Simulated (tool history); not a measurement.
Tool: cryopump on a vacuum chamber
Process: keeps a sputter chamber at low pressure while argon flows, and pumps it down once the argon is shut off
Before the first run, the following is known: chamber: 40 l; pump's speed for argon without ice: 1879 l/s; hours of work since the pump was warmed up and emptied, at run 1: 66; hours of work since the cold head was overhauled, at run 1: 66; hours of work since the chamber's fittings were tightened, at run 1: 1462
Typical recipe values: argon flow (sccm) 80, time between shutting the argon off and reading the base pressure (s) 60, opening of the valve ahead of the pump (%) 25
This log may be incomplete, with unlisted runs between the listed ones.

run,day,argon flow (sccm),time between shutting the argon off and reading the base pressure (s),opening of the valve ahead of the pump (%),hours of work since the pump was warmed up and emptied,hours of work since the cold head was overhauled,hours of work since the chamber's fittings were tightened,pressure while argon flows (Pa),pressure after the wait (uPa)
1,0,80,60,25,66,66,1462,0.2892,1.06
2,4.675,80,60,25,141,141,1537,0.2925,1.1
3,9.392,80,60,25,217,217,1613,0.2911,1.2
4,11.896,80,60,25,257,257,1653,0.2955,1.2
5,15.104,80,60,25,309,309,1705,0.298,1.27
# day 17.346: leaking fittings of the chamber tightened, without venting
6,19.088,80,60,25,372,372,28,0.3002,0.53
7,23.117,134,56,37,436,436,93,0.3443,0.55
8,26.658,80,97,16,493,493,150,0.4684,0.47
9,31.288,80,97,16,568,568,224,0.4696,0.56
10,34.088,68,255,29,613,613,269,0.2269,0.4
11,38.675,90,77,26,686,686,343,0.3376,0.67

Pick out some run-to-run changes in pressure while argon flows (Pa). Of each, how much would a tool without hidden state show as well, from the settings, what came in and chance, and how much is left for the hidden state and any gauge scatter not in both results compared?
The tool's hidden condition here consists of: pump's speed, % of a pump's without ice; cold plate's temperature, K; leak into the chamber, uPa l/s; drift of the gauge itself on working_pa, %; drift of the gauge itself on base_upa, %.
Run 6 -> 7: argon flow (sccm) 80 -> 134, time between shutting the argon off and reading the base pressure (s) 60 -> 56, opening of the valve ahead of the pump (%) 25 -> 37. pressure while argon flows (Pa) +0.0441: hidden state +0.0104, all else +0.0337.
Run 9 -> 10: argon flow (sccm) 80 -> 68, time between shutting the argon off and reading the base pressure (s) 97 -> 255, opening of the valve ahead of the pump (%) 16 -> 29. pressure while argon flows (Pa) -0.2427: hidden state -0.0012, all else -0.2415.
